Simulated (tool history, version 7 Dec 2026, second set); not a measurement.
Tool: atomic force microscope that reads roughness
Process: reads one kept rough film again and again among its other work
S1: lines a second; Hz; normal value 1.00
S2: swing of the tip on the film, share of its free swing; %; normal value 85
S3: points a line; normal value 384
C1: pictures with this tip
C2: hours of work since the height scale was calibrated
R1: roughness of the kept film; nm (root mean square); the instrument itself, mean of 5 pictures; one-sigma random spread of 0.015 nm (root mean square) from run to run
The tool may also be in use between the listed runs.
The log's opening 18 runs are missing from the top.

At day 27.304: new tip fitted.
Run 19, day 28.229: usual settings but S2 87 %; C1 41; C2 72. Result: R1 2.965 nm (root mean square).
Run 20, day 29.492: usual settings but S3 315; C1 96; C2 94. Result: R1 2.399 nm (root mean square).
At day 30.142: new tip fitted.
Run 21, day 31.538: usual settings but S3 294; C1 61; C2 130. Result: R1 2.730 nm (root mean square).
At day 32.900: new tip fitted.
Run 22, day 33.667: usual settings but S2 67 %; C1 33; C2 167. Result: R1 3.163 nm (root mean square).
Run 23, day 34.933: usual settings but S1 3.08 Hz, S2 76 %, S3 515; C1 89; C2 190. Result: R1 2.351 nm (root mean square).
At day 35.783: new tip fitted.
Run 24, day 36.258: usual settings but S1 3.08 Hz, S2 76 %, S3 515; C1 21; C2 213. Result: R1 3.102 nm (root mean square).
Run 25, day 37.308: usual settings but S1 0.94 Hz, S2 67 %, S3 604; C1 67; C2 232. Result: R1 2.794 nm (root mean square).
Run 26, day 38.483: usual settings but S1 2.02 Hz, S2 75 %, S3 612; C1 118; C2 252. Result: R1 2.212 nm (root mean square).
At day 38.675: new tip fitted.
Run 27, day 39.992: usual settings but S1 1.65 Hz, S2 75 %, S3 612; C1 57; C2 279. Result: R1 2.758 nm (root mean square).
At day 41.462: new tip fitted.
Run 28, day 41.904: usual settings but S1 1.65 Hz, S2 75 %, S3 612; C1 19; C2 312. Result: R1 3.306 nm (root mean square).
Run 29, day 42.983: usual settings but S2 57 %, S3 262; C1 66; C2 331. Result: R1 2.758 nm (root mean square).
Run 30, day 44.167: usual settings but S1 1.92 Hz, S2 58 %, S3 370; C1 118; C2 352. Result: R1 2.301 nm (root mean square).
At day 44.358: new tip fitted.
Run 31, day 45.517: usual settings but S1 2.31 Hz; C1 51; C2 376. Result: R1 2.682 nm (root mean square).
Run 32, day 46.408: usual settings but S1 2.61 Hz, S2 83 %; C1 90; C2 392. Result: R1 2.259 nm (root mean square).
At day 47.112: new tip fitted.
Run 33, day 47.375: usual settings but S1 3.91 Hz, S3 1003; C1 11; C2 409. Result: R1 2.982 nm (root mean square).
Run 34, day 48.612: usual settings but S1 3.15 Hz, S3 1003; C1 65; C2 430. Result: R1 2.405 nm (root mean square).
At day 49.992: new tip fitted.
Run 35, day 50.617: usual settings but S1 0.56 Hz, S2 87 %, S3 552; C1 27; C2 466. Result: R1 3.234 nm (root mean square).
Run 36, day 52.004: usual settings but S2 83 %; C1 88; C2 490. Result: R1 2.577 nm (root mean square).
At day 52.846: new tip fitted.
Run 37, day 53.088: usual settings but S2 83 %; C1 10; C2 509. Result: R1 3.379 nm (root mean square).
Run 38, day 54.062: usual settings but S1 1.82 Hz, S2 57 %; C1 53; C2 526. Result: R1 2.867 nm (root mean square).
Run 39, day 55.479: usual settings but S1 1.22 Hz, S2 64 %, S3 884; C1 115; C2 551. Result: R1 2.339 nm (root mean square).
At day 55.746: new tip fitted.
Run 40, day 56.608: usual settings but S1 0.93 Hz, S2 89 %, S3 884; C1 38; C2 571. Result: R1 3.011 nm (root mean square).

Consider 3 possible next runs. They are alternatives, not a sequence: every one starts from the tool as it was left by run 40. What does each give?
At day 58.562: new tip fitted.
Run A, day 58.733: usual settings but S1 2.16 Hz, S3 413; C1 8; C2 608. Result: R1 ?.
At day 58.562: new tip fitted.
Run B, day 58.733: usual settings but S1 0.71 Hz; C1 8; C2 608. Result: R1 ?.
At day 58.562: new tip fitted.
Run C, day 58.733: usual settings but S1 3.75 Hz, S2 83 %; C1 8; C2 608. Result: R1 ?.

run     R1
  A  3.219
  B  3.495
  C  3.023
With the hidden condition removed and each run's random variation left untouched, the same runs would have given:
run     R1
  A  3.403
  B  3.695
  C  3.195
